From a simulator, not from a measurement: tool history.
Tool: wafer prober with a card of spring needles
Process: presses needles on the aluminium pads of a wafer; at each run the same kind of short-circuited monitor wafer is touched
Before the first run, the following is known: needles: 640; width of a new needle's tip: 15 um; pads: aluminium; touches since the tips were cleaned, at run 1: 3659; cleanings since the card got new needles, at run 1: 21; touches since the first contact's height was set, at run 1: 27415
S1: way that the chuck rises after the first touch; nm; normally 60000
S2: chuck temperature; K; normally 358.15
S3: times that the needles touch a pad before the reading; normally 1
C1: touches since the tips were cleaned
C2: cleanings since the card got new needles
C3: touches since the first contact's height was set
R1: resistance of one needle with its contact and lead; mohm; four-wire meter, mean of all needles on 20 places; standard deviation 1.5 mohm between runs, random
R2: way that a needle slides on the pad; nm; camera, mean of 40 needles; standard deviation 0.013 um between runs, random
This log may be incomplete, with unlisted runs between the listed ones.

run	hour	S1	S2	S3	C1	C2	C3	R1	R2
1	0	60000	358.15	1	3659	21	27415	144	10090
2	9	60000	358.15	1	7361	21	31117	144	10070
# hour 13.2: tips cleaned on abrasive film
3	20.3	60000	358.15	1	2939	22	35746	148	10040
4	26.7	60000	358.15	1	5552	22	38359	144	10050
# hour 34.6: tips cleaned on abrasive film
5	35.5	60000	358.15	1	374	23	41960	144	10060
6	42	60000	358.15	1	3024	23	44610	147	10050
7	50.3	60000	308.15	1	6450	23	48036	136	10050
# hour 56.2: tips cleaned on abrasive film
8	60.4	60000	308.15	1	1723	24	52163	140	10060
9	69.9	60000	358.15	1	5614	24	56054	147	10070
# hour 77.4: tips cleaned on abrasive film
10	78.9	60000	358.15	1	609	25	59738	147	10050
11	91.2	60000	358.15	1	5669	25	64798	148	10060
# hour 99: tips cleaned on abrasive film
12	100.2	60000	358.15	1	500	26	68456	144	10070
13	108.4	60000	358.15	1	3896	26	71852	146	10060
14	119.4	60000	358.15	1	8405	26	76361	145	10050
# hour 120.5: tips cleaned on abrasive film
15	130.3	60000	358.15	1	4010	27	80804	146	10040
16	136.5	60000	358.15	1	6581	27	83375	147	10070
# hour 141.9: tips cleaned on abrasive film
17	146.1	60000	358.15	1	1737	28	87294	146	10050
18	155.3	53000	301.15	2	5503	28	91060	139	8870
# hour 163: tips cleaned on abrasive film
# hour 166: height of the first contact set anew
19	166	56000	306.15	2	1114	29	0	136	9380
20	175.7	63000	341.15	2	5082	29	3968	142	10550

Run 21, settings as shown, results not yet in. Your forecast:
21	181.1	48000	301.15	1	7325	29	6211	?	?

R1: 141 mohm
R2: 8040 nm
The same run, on a tool lacking any hidden state, would have yielded R1 139 mohm, R2 8040 nm.

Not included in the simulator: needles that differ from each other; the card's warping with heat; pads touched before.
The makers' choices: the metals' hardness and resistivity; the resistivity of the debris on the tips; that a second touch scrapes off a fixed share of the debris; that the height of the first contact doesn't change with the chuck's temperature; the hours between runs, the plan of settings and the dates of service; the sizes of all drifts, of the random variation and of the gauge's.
